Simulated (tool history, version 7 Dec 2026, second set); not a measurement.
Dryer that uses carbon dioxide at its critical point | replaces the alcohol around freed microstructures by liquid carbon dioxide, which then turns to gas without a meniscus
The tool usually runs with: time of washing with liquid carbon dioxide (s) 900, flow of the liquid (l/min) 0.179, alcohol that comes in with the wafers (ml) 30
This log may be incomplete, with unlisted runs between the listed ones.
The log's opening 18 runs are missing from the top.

run     day  time of washing with liquid carbon dioxide (s)  flow of the liquid (l/min)  alcohol that comes in with the wafers (ml)  hours of work since the filter was changed  hours of work since the purifier's bed was changed  alcohol left in the vessel before it's heated (ppm by volume)
 19  20.158                                             900                       0.117                                          30                                          99                                                  84                                                           3688
 20  21.512                                             900                       0.117                                          30                                         119                                                 104                                                           3962
 21  22.304                                             900                       0.117                                          30                                         130                                                 116                                                           3917
 22  23.592                                             660                       0.239                                          86                                         149                                                 134                                                           3008
 23  24.829                                             660                       0.239                                          86                                         167                                                 152                                                           3067
 24  26.054                                             660                       0.239                                          86                                         185                                                 170                                                           3210
 25  27.238                                             600                       0.121                                          48                                         202                                                 187                                                          14819
 26  28.267                                            1320                       0.179                                          30                                         217                                                 202                                                            165
 27   29.55                                             900                       0.224                                         118                                         236                                                 221                                                           1480
 28  30.658                                             900                       0.209                                         118                                         252                                                 237                                                           2120
 29  31.962                                             660                       0.217                                          30                                         271                                                 256                                                           1649
 30  33.358                                             660                       0.217                                          30                                         291                                                 276                                                           1633
 31  34.625                                            1020                       0.122                                          33                                         310                                                 295                                                           2894
 32  36.229                                            1260                       0.179                                          73                                         333                                                 318                                                            558
 33  37.275                                            1260                       0.179                                          73                                         348                                                 333                                                            554
 34  38.442                                            1140                       0.179                                          30                                         365                                                 350                                                            409
 35  39.779                                             720                       0.255                                          30                                         385                                                 370                                                            697
 36    40.9                                             720                       0.255                                          30                                         401                                                 386                                                            697
 37  42.246                                             780                       0.194                                          30                                         421                                                 406                                                           1496
 38  43.654                                             660                       0.179                                          25                                         441                                                 426                                                           2854
 39   44.85                                             660                       0.179                                          25                                         458                                                 444                                                           2805
 40  46.442                                            1020                       0.136                                          38                                         482                                                 467                                                           2672
 41  47.633                                            1320                       0.157                                         116                                         499                                                 484                                                           1479

Branching from run 41: 3 alternative next runs. What would each branch give?
  A  48.883                                             900                       0.157                                         116                                         517                                                 502                                                              ?
  B  48.883                                             840                       0.267                                          25                                         517                                                 502                                                              ?
  C  48.883                                             720                       0.179                                          30                                         517                                                 502                                                              ?

run  alcohol left in the vessel before it's heated (ppm by volume)
  A                                                           7645
  B                                                            269
  C                                                           2691
With the hidden condition removed and each run's random variation left untouched, the same runs would have given:
run  alcohol left in the vessel before it's heated (ppm by volume)
  A                                                           5493
  B                                                            144
  C                                                           1980
